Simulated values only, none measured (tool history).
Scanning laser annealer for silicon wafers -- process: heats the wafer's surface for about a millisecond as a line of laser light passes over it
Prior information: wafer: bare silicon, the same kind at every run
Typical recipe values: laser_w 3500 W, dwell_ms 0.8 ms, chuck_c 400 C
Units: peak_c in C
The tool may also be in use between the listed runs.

{"run": 1, "hour": 0.0, "laser_w": 3500, "dwell_ms": 0.8, "chuck_c": 400, "peak_c": 1078}
{"run": 2, "hour": 52.1, "laser_w": 3500, "dwell_ms": 0.8, "chuck_c": 439, "peak_c": 1115}
{"run": 3, "hour": 79.0, "laser_w": 3500, "dwell_ms": 0.8, "chuck_c": 374, "peak_c": 1054}
{"run": 4, "hour": 106.6, "laser_w": 3500, "dwell_ms": 0.8, "chuck_c": 374, "peak_c": 1046}
{"run": 5, "hour": 161.7, "laser_w": 3500, "dwell_ms": 0.8, "chuck_c": 374, "peak_c": 1046}
{"run": 6, "hour": 219.4, "laser_w": 3500, "dwell_ms": 0.641, "chuck_c": 400, "peak_c": 986}
{"run": 7, "hour": 261.2, "laser_w": 3500, "dwell_ms": 0.581, "chuck_c": 400, "peak_c": 953}
{"run": 8, "hour": 313.0, "laser_w": 3500, "dwell_ms": 0.8, "chuck_c": 383, "peak_c": 1052}
{"hour": 355.1, "done": "window over the wafer cleaned"}
{"run": 9, "hour": 360.3, "laser_w": 3500, "dwell_ms": 0.8, "chuck_c": 383, "peak_c": 1077}
{"run": 10, "hour": 424.2, "laser_w": 3500, "dwell_ms": 0.8, "chuck_c": 383, "peak_c": 1074}
{"run": 11, "hour": 461.0, "laser_w": 3500, "dwell_ms": 0.8, "chuck_c": 400, "peak_c": 1095}
{"run": 12, "hour": 496.8, "laser_w": 3500, "dwell_ms": 0.8, "chuck_c": 400, "peak_c": 1090}
{"run": 13, "hour": 560.0, "laser_w": 3500, "dwell_ms": 0.8, "chuck_c": 430, "peak_c": 1119}
{"run": 14, "hour": 614.3, "laser_w": 3500, "dwell_ms": 0.8, "chuck_c": 430, "peak_c": 1120}
{"run": 15, "hour": 653.1, "laser_w": 3500, "dwell_ms": 0.647, "chuck_c": 400, "peak_c": 1004}
{"run": 16, "hour": 691.5, "laser_w": 3500, "dwell_ms": 0.647, "chuck_c": 400, "peak_c": 1003}
{"run": 17, "hour": 749.5, "laser_w": 3599, "dwell_ms": 0.647, "chuck_c": 400, "peak_c": 1026}
{"run": 18, "hour": 789.5, "laser_w": 3599, "dwell_ms": 0.647, "chuck_c": 400, "peak_c": 1026}
{"run": 19, "hour": 825.6, "laser_w": 3500, "dwell_ms": 0.8, "chuck_c": 400, "peak_c": 1079}
{"run": 20, "hour": 881.0, "laser_w": 3500, "dwell_ms": 0.8, "chuck_c": 400, "peak_c": 1076}
{"run": 21, "hour": 937.6, "laser_w": 3500, "dwell_ms": 0.8, "chuck_c": 400, "peak_c": 1077}
{"run": 22, "hour": 988.0, "laser_w": 3500, "dwell_ms": 0.8, "chuck_c": 418, "peak_c": 1093}
{"run": 23, "hour": 1052.3, "laser_w": 3500, "dwell_ms": 0.8, "chuck_c": 418, "peak_c": 1092}
{"run": 24, "hour": 1114.7, "laser_w": 3500, "dwell_ms": 0.738, "chuck_c": 400, "peak_c": 1040}
{"run": 25, "hour": 1166.6, "laser_w": 2979, "dwell_ms": 0.663, "chuck_c": 400, "peak_c": 886}
{"run": 26, "hour": 1193.0, "laser_w": 2979, "dwell_ms": 0.663, "chuck_c": 400, "peak_c": 886}
{"run": 27, "hour": 1222.3, "laser_w": 3660, "dwell_ms": 0.935, "chuck_c": 404, "peak_c": 1178}
{"run": 28, "hour": 1268.8, "laser_w": 3660, "dwell_ms": 0.935, "chuck_c": 404, "peak_c": 1178}
{"run": 29, "hour": 1296.3, "laser_w": 3660, "dwell_ms": 0.935, "chuck_c": 404, "peak_c": 1175}
{"run": 30, "hour": 1328.6, "laser_w": 3660, "dwell_ms": 0.935, "chuck_c": 404, "peak_c": 1173}
{"run": 31, "hour": 1377.9, "laser_w": 3500, "dwell_ms": 0.964, "chuck_c": 407, "peak_c": 1145}
{"run": 32, "hour": 1435.9, "laser_w": 2983, "dwell_ms": 0.971, "chuck_c": 383, "peak_c": 981}
{"run": 33, "hour": 1468.8, "laser_w": 3509, "dwell_ms": 0.574, "chuck_c": 400, "peak_c": 943}
{"run": 34, "hour": 1511.1, "laser_w": 3668, "dwell_ms": 0.764, "chuck_c": 393, "peak_c": 1069}
{"hour": 1536.2, "done": "window over the wafer cleaned"}
{"run": 35, "hour": 1561.7, "laser_w": 3668, "dwell_ms": 0.805, "chuck_c": 393, "peak_c": 1127}
{"run": 36, "hour": 1621.2, "laser_w": 3672, "dwell_ms": 0.657, "chuck_c": 373, "peak_c": 1022}
{"run": 37, "hour": 1685.4, "laser_w": 3672, "dwell_ms": 0.657, "chuck_c": 373, "peak_c": 1022}
{"run": 38, "hour": 1719.6, "laser_w": 3500, "dwell_ms": 0.911, "chuck_c": 421, "peak_c": 1152}
{"run": 39, "hour": 1757.0, "laser_w": 3500, "dwell_ms": 0.76, "chuck_c": 400, "peak_c": 1061}
{"run": 40, "hour": 1813.2, "laser_w": 3500, "dwell_ms": 0.76, "chuck_c": 400, "peak_c": 1058}
{"run": 41, "hour": 1877.4, "laser_w": 3500, "dwell_ms": 0.76, "chuck_c": 400, "peak_c": 1056}

Measured result minus the same run's result without the hidden state. Both carry the same run-to-run variation, though not necessarily the same gauge scatter:
Hidden conditions of the tool in this case: light that passes the window, % of a clean one's; laser's true power over the reading, %; width of the line over the set one, %; drift of the gauge itself on peak_c, C.
run=1 peak_c=-35
run=2 peak_c=-36
run=3 peak_c=-37
run=4 peak_c=-37
run=5 peak_c=-40
run=6 peak_c=-37
run=7 peak_c=-35
run=8 peak_c=-45
run=9 peak_c=-17
run=10 peak_c=-19
run=11 peak_c=-20
run=12 peak_c=-22
run=13 peak_c=-24
run=14 peak_c=-26
run=15 peak_c=-24
run=16 peak_c=-25
run=17 peak_c=-28
run=18 peak_c=-29
run=19 peak_c=-33
run=20 peak_c=-35
run=21 peak_c=-37
run=22 peak_c=-38
run=23 peak_c=-41
run=24 peak_c=-41
run=25 peak_c=-32
run=26 peak_c=-33
run=27 peak_c=-54
run=28 peak_c=-56
run=29 peak_c=-57
run=30 peak_c=-58
run=31 peak_c=-58
run=32 peak_c=-49
run=33 peak_c=-45
run=34 peak_c=-58
run=35 peak_c=-27
run=36 peak_c=-26
run=37 peak_c=-28
run=38 peak_c=-33
run=39 peak_c=-31
run=40 peak_c=-33
run=41 peak_c=-35

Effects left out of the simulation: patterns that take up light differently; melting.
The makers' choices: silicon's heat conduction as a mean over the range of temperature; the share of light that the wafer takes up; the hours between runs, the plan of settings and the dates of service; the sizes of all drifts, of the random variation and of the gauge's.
